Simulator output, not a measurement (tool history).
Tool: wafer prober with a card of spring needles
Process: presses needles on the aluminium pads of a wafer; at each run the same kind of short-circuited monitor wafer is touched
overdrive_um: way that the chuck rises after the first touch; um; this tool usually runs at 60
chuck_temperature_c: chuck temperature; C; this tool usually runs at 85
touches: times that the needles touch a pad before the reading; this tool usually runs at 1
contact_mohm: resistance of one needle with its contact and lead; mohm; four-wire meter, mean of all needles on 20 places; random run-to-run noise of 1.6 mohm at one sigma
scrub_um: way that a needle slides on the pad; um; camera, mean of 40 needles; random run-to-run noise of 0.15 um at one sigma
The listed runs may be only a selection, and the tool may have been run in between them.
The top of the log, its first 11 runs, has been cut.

| run | hour | overdrive_um | chuck_temperature_c | touches | contact_mohm | scrub_um |
|---|---|---|---|---|---|---|
|  | 84.3 | tips cleaned on abrasive film |
|  | 88.6 | tips cleaned on abrasive film |
| 12 | 89.1 | 64 | 85 | 1 | 172 | 15.71 |
|  | 93 | tips cleaned on abrasive film |
| 13 | 93.6 | 64 | 85 | 1 | 171 | 15.82 |
|  | 97.5 | tips cleaned on abrasive film |
| 14 | 101.2 | 64 | 85 | 1 | 211 | 15.46 |
|  | 101.8 | tips cleaned on abrasive film |
|  | 106.3 | tips cleaned on abrasive film |
| 15 | 109 | 60 | 27 | 1 | 204 | 14.77 |
|  | 110.9 | tips cleaned on abrasive film |
|  | 111.9 | height of the first contact set anew |
|  | 115.6 | tips cleaned on abrasive film |
| 16 | 116.1 | 60 | 27 | 1 | 157 | 16.48 |
|  | 120 | tips cleaned on abrasive film |
|  | 124.1 | tips cleaned on abrasive film |
| 17 | 126.2 | 60 | 27 | 1 | 182 | 16.54 |
|  | 128.3 | tips cleaned on abrasive film |
|  | 132.5 | tips cleaned on abrasive film |
| 18 | 134.6 | 70 | 85 | 1 | 177 | 19.19 |
|  | 137 | tips cleaned on abrasive film |
|  | 141.4 | tips cleaned on abrasive film |
| 19 | 142.4 | 70 | 85 | 1 | 174 | 19.32 |
|  | 146 | tips cleaned on abrasive film |
| 20 | 148 | 51 | 85 | 1 | 209 | 13.9 |
|  | 150.5 | tips cleaned on abrasive film |
| 21 | 153.8 | 51 | 85 | 1 | 225 | 13.71 |
|  | 154.9 | tips cleaned on abrasive film |
|  | 159.6 | tips cleaned on abrasive film |
| 22 | 163.3 | 49 | 85 | 2 | 205 | 13.36 |
|  | 164.1 | tips cleaned on abrasive film |
|  | 168.8 | tips cleaned on abrasive film |
| 23 | 170.7 | 49 | 85 | 2 | 193 | 13.21 |
|  | 173.6 | tips cleaned on abrasive film |
|  | 178.3 | tips cleaned on abrasive film |
| 24 | 179 | 56 | 85 | 2 | 171 | 15.14 |
|  | 183.3 | tips cleaned on abrasive film |
| 25 | 187.3 | 49 | 65 | 1 | 242 | 13.1 |
|  | 188 | tips cleaned on abrasive film |
|  | 192.4 | tips cleaned on abrasive film |
| 26 | 193.1 | 49 | 65 | 1 | 182 | 13.13 |
|  | 197.1 | tips cleaned on abrasive film |
|  | 202 | tips cleaned on abrasive film |
| 27 | 202.5 | 65 | 71 | 1 | 164 | 17.71 |
|  | 206.5 | tips cleaned on abrasive film |
| 28 | 209.9 | 65 | 71 | 1 | 192 | 17.61 |
|  | 210.7 | tips cleaned on abrasive film |
|  | 214.9 | tips cleaned on abrasive film |
| 29 | 217.8 | 78 | 85 | 2 | 168 | 21.02 |
|  | 219.5 | tips cleaned on abrasive film |
| 30 | 222.2 | 43 | 85 | 1 | 259 | 11.34 |
|  | 223.8 | tips cleaned on abrasive film |
|  | 228.1 | tips cleaned on abrasive film |
| 31 | 231.6 | 43 | 85 | 1 | 269 | 11.42 |
|  | 233 | tips cleaned on abrasive film |
|  | 237.2 | tips cleaned on abrasive film |
| 32 | 239.8 | 46 | 33 | 2 | 203 | 12.36 |

3 ways to go on from here, each from the tool as it stands after run 32. What would each give?
|  | 241.7 | tips cleaned on abrasive film |
| A | 244.7 | 46 | 33 | 3 | ? | ? |
|  | 241.7 | tips cleaned on abrasive film |
| B | 244.7 | 65 | 117 | 3 | ? | ? |
|  | 241.7 | tips cleaned on abrasive film |
| C | 244.7 | 71 | 33 | 2 | ? | ? |

| run | contact_mohm | scrub_um |
|---|---|---|
| A | 185 | 12.29 |
| B | 177 | 17.27 |
| C | 166 | 18.87 |
Without the tool's hidden state the same runs would have given:
| run | contact_mohm | scrub_um |
|---|---|---|
| A | 147 | 12.98 |
| B | 158 | 17.95 |
| C | 139 | 19.55 |

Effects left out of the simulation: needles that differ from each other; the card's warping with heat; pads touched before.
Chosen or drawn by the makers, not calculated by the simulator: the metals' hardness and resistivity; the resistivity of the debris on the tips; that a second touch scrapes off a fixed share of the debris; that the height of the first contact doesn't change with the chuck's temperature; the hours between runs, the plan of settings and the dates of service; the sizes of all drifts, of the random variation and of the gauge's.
